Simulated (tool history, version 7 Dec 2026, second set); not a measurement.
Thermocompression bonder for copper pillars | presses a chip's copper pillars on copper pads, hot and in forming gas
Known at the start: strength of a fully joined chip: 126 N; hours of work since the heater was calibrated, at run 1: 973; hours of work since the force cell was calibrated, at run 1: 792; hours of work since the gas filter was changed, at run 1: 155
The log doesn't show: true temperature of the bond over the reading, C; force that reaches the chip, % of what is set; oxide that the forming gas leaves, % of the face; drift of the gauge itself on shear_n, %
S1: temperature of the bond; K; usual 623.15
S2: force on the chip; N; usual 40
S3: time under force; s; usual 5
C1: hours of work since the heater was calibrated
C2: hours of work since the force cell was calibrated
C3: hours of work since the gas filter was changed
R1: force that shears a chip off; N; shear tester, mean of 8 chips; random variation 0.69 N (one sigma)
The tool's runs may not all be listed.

| run | hour | S1 | S2 | S3 | C1 | C2 | C3 | R1 |
|---|---|---|---|---|---|---|---|---|
| 1 | 0 | 623.15 | 40 | 5 | 973 | 792 | 155 | 39.3 |
| 2 | 70 | 623.15 | 40 | 5 | 1026 | 845 | 208 | 38.6 |
| 3 | 113.3 | 598.15 | 40 | 5 | 1059 | 878 | 240 | 29.3 |
|  | 119.4 | forming gas filter changed |
| 4 | 197.7 | 598.15 | 40 | 5 | 1122 | 941 | 59 | 32.2 |
| 5 | 267.6 | 598.15 | 40 | 5 | 1175 | 994 | 112 | 30.9 |
| 6 | 354.8 | 598.15 | 40 | 5 | 1241 | 1060 | 178 | 29.5 |
| 7 | 399.2 | 623.15 | 34 | 12 | 1274 | 1093 | 211 | 44.2 |
|  | 444.7 | forming gas filter changed |
| 8 | 486.4 | 623.15 | 34 | 12 | 1340 | 1159 | 31 | 48.5 |
| 9 | 536.6 | 623.15 | 34 | 12 | 1378 | 1197 | 69 | 48 |
| 10 | 610 | 623.15 | 37 | 10 | 1433 | 1252 | 125 | 44.9 |
| 11 | 677.2 | 623.15 | 37 | 10 | 1484 | 1303 | 176 | 45.9 |
| 12 | 727 | 653.15 | 37 | 10 | 1522 | 1341 | 213 | 56.5 |

3 ways to go on from here, each from the tool as it stands after run 12. What would each give?
|  | 767.2 | forming gas filter changed |
| A | 815.3 | 603.15 | 37 | 5 | 1588 | 1407 | 36 | ? |
|  | 767.2 | forming gas filter changed |
| B | 815.3 | 653.15 | 29 | 10 | 1588 | 1407 | 36 | ? |
|  | 767.2 | forming gas filter changed |
| C | 815.3 | 602.15 | 48 | 6 | 1588 | 1407 | 36 | ? |

| run | R1 |
|---|---|
| A | 29.1 |
| B | 47.6 |
| C | 41.9 |
Without the tool's hidden state the same runs would have given:
| run | R1 |
|---|---|
| A | 35.9 |
| B | 56.7 |
| C | 51 |

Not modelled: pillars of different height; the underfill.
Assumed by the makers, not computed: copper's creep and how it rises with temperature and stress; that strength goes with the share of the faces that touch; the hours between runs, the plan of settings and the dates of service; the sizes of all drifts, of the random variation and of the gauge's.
